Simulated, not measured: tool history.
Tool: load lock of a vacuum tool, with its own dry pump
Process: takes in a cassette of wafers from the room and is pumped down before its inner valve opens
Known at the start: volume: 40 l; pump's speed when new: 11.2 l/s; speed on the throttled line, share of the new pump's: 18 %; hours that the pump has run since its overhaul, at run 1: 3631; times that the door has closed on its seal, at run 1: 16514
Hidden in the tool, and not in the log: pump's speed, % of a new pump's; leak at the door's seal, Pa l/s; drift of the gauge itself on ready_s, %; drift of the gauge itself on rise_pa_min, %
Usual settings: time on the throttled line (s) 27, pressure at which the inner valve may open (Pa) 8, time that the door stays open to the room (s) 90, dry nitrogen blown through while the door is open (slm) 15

| run | hour | time on the throttled line (s) | pressure at which the inner valve may open (Pa) | time that the door stays open to the room (s) | dry nitrogen blown through while the door is open (slm) | hours that the pump has run since its overhaul | times that the door has closed on its seal | incoming humidity of the room's air, % | time from the closed door until the inner valve may open (s) | rise of the pressure with all valves shut (Pa/min) |
|---|---|---|---|---|---|---|---|---|---|---|
| 1 | 0 | 27 | 8 | 90 | 15 | 3631 | 16514 | 40.7 | 56.2 | 0.031 |
| 2 | 79.3 | 27 | 8 | 90 | 15 | 3711 | 16711 | 43.9 | 56.4 | 0.031 |
| 3 | 159.9 | 27 | 12 | 90 | 15 | 3791 | 16911 | 43.9 | 54.9 | 0.029 |
| 4 | 201.5 | 27 | 8 | 90 | 23 | 3833 | 17015 | 46.2 | 56.6 | 0.023 |
| 5 | 279.4 | 27 | 8 | 90 | 23 | 3911 | 17208 | 45.7 | 56.1 | 0.026 |
| 6 | 322.2 | 27 | 8 | 90 | 15 | 3953 | 17315 | 44.4 | 56.2 | 0.035 |
| 7 | 400.1 | 27 | 8 | 90 | 15 | 4031 | 17509 | 47.1 | 56.2 | 0.034 |
| 8 | 492.5 | 23 | 8 | 100 | 45 | 4124 | 17738 | 47.4 | 52.9 | 0.023 |
| 9 | 578 | 26 | 16 | 150 | 14 | 4209 | 17951 | 45.9 | 51.9 | 0.049 |
| 10 | 617.8 | 26 | 16 | 150 | 14 | 4249 | 18050 | 46.2 | 52.4 | 0.047 |
| 11 | 670 | 27 | 12 | 116 | 15 | 4301 | 18180 | 43.4 | 54.7 | 0.039 |

5 ways to go on from here, each from the tool as it stands after run 11. What would each give?
| A | 715.9 | 27 | 9 | 90 | 19 | 4347 | 18294 | 43.9 | ? | ? |
| B | 715.9 | 20 | 9 | 90 | 15 | 4347 | 18294 | 46.4 | ? | ? |
| C | 715.9 | 27 | 12 | 30 | 15 | 4347 | 18294 | 42.7 | ? | ? |
| D | 715.9 | 27 | 7 | 33 | 23 | 4347 | 18294 | 45.1 | ? | ? |
| E | 715.9 | 48 | 12 | 116 | 7 | 4347 | 18294 | 43.3 | ? | ? |

| run | time from the closed door until the inner valve may open (s) | rise of the pressure with all valves shut (Pa/min) |
|---|---|---|
| A | 55 | 0.027 |
| B | 49.4 | 0.038 |
| C | 54.4 | 0.016 |
| D | 56.4 | 0.014 |
| E | 71.8 | 0.042 |
Without the tool's hidden state the same runs would have given:
| run | time from the closed door until the inner valve may open (s) | rise of the pressure with all valves shut (Pa/min) |
|---|---|---|
| A | 55 | 0.026 |
| B | 49.4 | 0.037 |
| C | 54.4 | 0.015 |
| D | 56.4 | 0.013 |
| E | 71.8 | 0.04 |
